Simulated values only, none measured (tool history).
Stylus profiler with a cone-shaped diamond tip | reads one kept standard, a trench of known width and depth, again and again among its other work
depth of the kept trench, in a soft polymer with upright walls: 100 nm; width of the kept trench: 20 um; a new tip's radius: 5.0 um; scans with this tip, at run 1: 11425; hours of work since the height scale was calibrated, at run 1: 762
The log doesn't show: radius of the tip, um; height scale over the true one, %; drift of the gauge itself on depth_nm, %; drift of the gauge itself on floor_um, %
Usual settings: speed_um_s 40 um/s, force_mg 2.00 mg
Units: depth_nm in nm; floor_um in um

run	hour	speed_um_s	force_mg	scans with this tip	hours of work since the height scale was calibrated	depth_nm	floor_um
1	0.0	40	2.00	11425	762	100.77	17.89
2	40.8	40	2.00	11819	788	100.77	17.93
3	69.4	40	2.00	12096	807	100.75	17.91
# hour 83.7: new tip fitted, height scale calibrated
4	108.6	40	2.00	241	16	100.75	17.92
5	133.1	40	2.00	478	32	100.78	17.85
6	153.6	14	2.00	675	45	100.77	18.00
7	180.2	14	2.00	932	62	100.73	17.95
8	208.3	40	4.18	1204	80	101.24	17.99
9	245.1	40	1.93	1559	104	100.74	17.94
10	270.1	40	1.93	1801	120	100.76	17.94
11	308.2	40	1.93	2168	145	100.75	17.92
12	341.1	40	4.53	2486	166	101.34	17.94
13	371.2	40	4.53	2777	185	101.33	17.97
14	388.6	40	4.53	2945	196	101.30	17.96
15	416.0	12	4.53	3209	214	101.31	18.02
16	437.5	40	2.00	3418	228	100.76	17.94
17	474.0	40	2.00	3770	251	100.73	17.92
18	491.3	40	2.00	3937	262	100.75	17.94
19	520.0	15	2.00	4214	281	100.75	18.00
20	538.9	15	1.28	4397	293	100.59	17.99
21	561.7	38	1.36	4616	308	100.58	17.94
22	600.8	38	1.73	4995	333	100.71	17.93
23	634.2	38	1.73	5317	355	100.69	17.92
24	654.6	38	1.73	5514	368	100.70	17.92
25	693.4	10	4.78	5889	393	101.39	18.03
26	719.5	10	4.78	6141	409	101.35	17.98
27	745.8	10	4.78	6395	426	101.36	17.97
28	779.5	10	4.78	6720	448	101.37	17.97
29	820.9	142	3.28	7120	475	101.05	17.74
30	859.4	13	2.00	7492	500	100.75	17.98
31	882.4	36	0.80	7715	514	100.40	17.92
32	903.8	82	1.41	7921	528	100.59	17.85
33	939.7	82	1.41	8268	551	100.59	17.76
34	967.9	17	1.18	8540	569	100.51	17.96
35	1010.0	108	1.90	8947	597	100.73	17.80
36	1046.1	148	2.65	9296	620	100.93	17.79
37	1069.2	67	0.93	9518	635	100.47	17.83

3 ways to go on from here, each from the tool as it stands after run 37. What would each give?
A	1105.1	18	0.90	9866	658	?	?
B	1105.1	15	3.42	9866	658	?	?
C	1105.1	19	5.21	9866	658	?	?

run	depth_nm	floor_um
A	100.45	17.87
B	101.06	17.96
C	101.44	17.93
Without the tool's hidden state the same runs would have given:
run	depth_nm	floor_um
A	100.46	17.89
B	101.07	17.97
C	101.45	17.95

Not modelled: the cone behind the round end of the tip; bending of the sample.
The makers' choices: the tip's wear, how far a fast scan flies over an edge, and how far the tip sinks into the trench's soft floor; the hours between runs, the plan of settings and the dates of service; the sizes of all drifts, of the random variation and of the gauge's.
